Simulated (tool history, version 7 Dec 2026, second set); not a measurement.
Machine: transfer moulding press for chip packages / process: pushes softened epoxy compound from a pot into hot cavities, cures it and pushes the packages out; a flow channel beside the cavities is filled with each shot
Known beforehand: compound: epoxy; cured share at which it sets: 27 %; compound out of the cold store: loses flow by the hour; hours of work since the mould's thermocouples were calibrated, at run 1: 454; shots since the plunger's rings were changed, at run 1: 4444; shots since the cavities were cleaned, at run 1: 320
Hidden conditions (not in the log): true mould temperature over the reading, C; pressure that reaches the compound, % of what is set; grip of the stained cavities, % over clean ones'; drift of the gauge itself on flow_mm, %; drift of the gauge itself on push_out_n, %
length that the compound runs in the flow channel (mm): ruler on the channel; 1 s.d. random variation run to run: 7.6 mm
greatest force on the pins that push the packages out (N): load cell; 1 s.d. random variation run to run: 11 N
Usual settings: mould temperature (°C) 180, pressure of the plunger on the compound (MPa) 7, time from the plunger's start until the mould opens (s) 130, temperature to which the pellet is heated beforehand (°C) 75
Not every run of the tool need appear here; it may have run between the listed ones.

run,day,mould temperature (°C),pressure of the plunger on the compound (MPa),time from the plunger's start until the mould opens (s),temperature to which the pellet is heated beforehand (°C),hours of work since the mould's thermocouples were calibrated,shots since the plunger's rings were changed,shots since the cavities were cleaned,incoming compound's hours out of the cold store,length that the compound runs in the flow channel (mm),greatest force on the pins that push the packages out (N)
1,0,180,7,130,75,454,4444,320,46.8,759,493
2,1.017,180,7,163,75,466,4598,474,31.8,817,399
3,2.092,180,7,163,75,478,4761,637,29.4,803,398
4,2.821,180,7,163,75,486,4872,748,21.3,852,396
# day 3.458: cavities cleaned with cleaning compound and waxed
5,3.833,180,7,163,75,497,5016,57,21.1,845,417
6,4.525,180,7,163,75,504,5120,161,19,856,405
7,5.062,180,7,130,75,510,5201,242,39.7,780,509
8,5.546,180,7,130,72,516,5275,316,8.5,912,569
9,6.583,180,7,130,72,528,5432,473,20.2,854,523
10,7.417,180,7,130,72,537,5558,599,42.6,766,520
11,8.512,180,7,130,72,549,5724,765,15.2,882,530
# day 9.058: cavities cleaned with cleaning compound and waxed
12,9.346,180,8.46,130,75,558,5841,44,13.2,980,552
13,10.238,180,7,130,75,568,5976,179,27.3,822,520
14,11.004,180,7,130,75,577,6092,295,25.4,824,533
15,11.717,180,8.48,130,75,585,6200,403,9.7,983,550
# day 12.3: plunger's sealing rings changed
16,12.512,180,6.48,130,73,593,33,508,13.3,851,568
17,13.25,180,7,114,75,601,144,619,31.9,807,661
18,14.338,181,7,114,75,613,309,784,34.8,801,653
# day 14.783: cavities cleaned with cleaning compound and waxed
19,15.358,181,7,114,75,624,455,88,38.1,779,638
20,16.496,178,8.1,114,75,637,627,260,27.2,920,797
21,17.417,178,7,130,75,647,766,399,45.4,760,558
22,17.954,181,6.62,122,76,653,848,481,36.5,768,551
23,18.888,181,6.62,122,76,664,989,622,26.2,799,561
24,19.546,181,7.37,156,83,671,1089,722,28.7,854,386
# day 20.325: cavities cleaned with cleaning compound and waxed
25,20.338,181,7.37,156,83,679,1199,2,34.5,805,401
26,21.021,180,7,158,75,687,1303,106,24.5,830,402
27,21.675,180,5.56,155,75,694,1402,205,39.4,702,408
28,22.217,180,5.56,155,75,700,1484,287,8.9,811,425
29,22.829,180,5.56,155,75,707,1576,379,28.9,721,400

4 options for the next run, each taken on its own from the tool as it stands now. Forecast them:
A,23.662,180,6.94,155,65,717,1703,506,30.2,?,?
B,23.662,182,7.3,130,75,717,1703,506,22.9,?,?
C,23.662,180,5.56,111,75,717,1703,506,22.8,?,?
D,23.662,180,5.56,155,73,717,1703,506,47.4,?,?

run,length that the compound runs in the flow channel (mm),greatest force on the pins that push the packages out (N)
A,802,427
B,867,473
C,756,764
D,662,409
Take away the tool's hidden state, keep each run's random variation, and the runs would have read:
run,length that the compound runs in the flow channel (mm),greatest force on the pins that push the packages out (N)
A,803,423
B,867,468
C,757,756
D,662,404
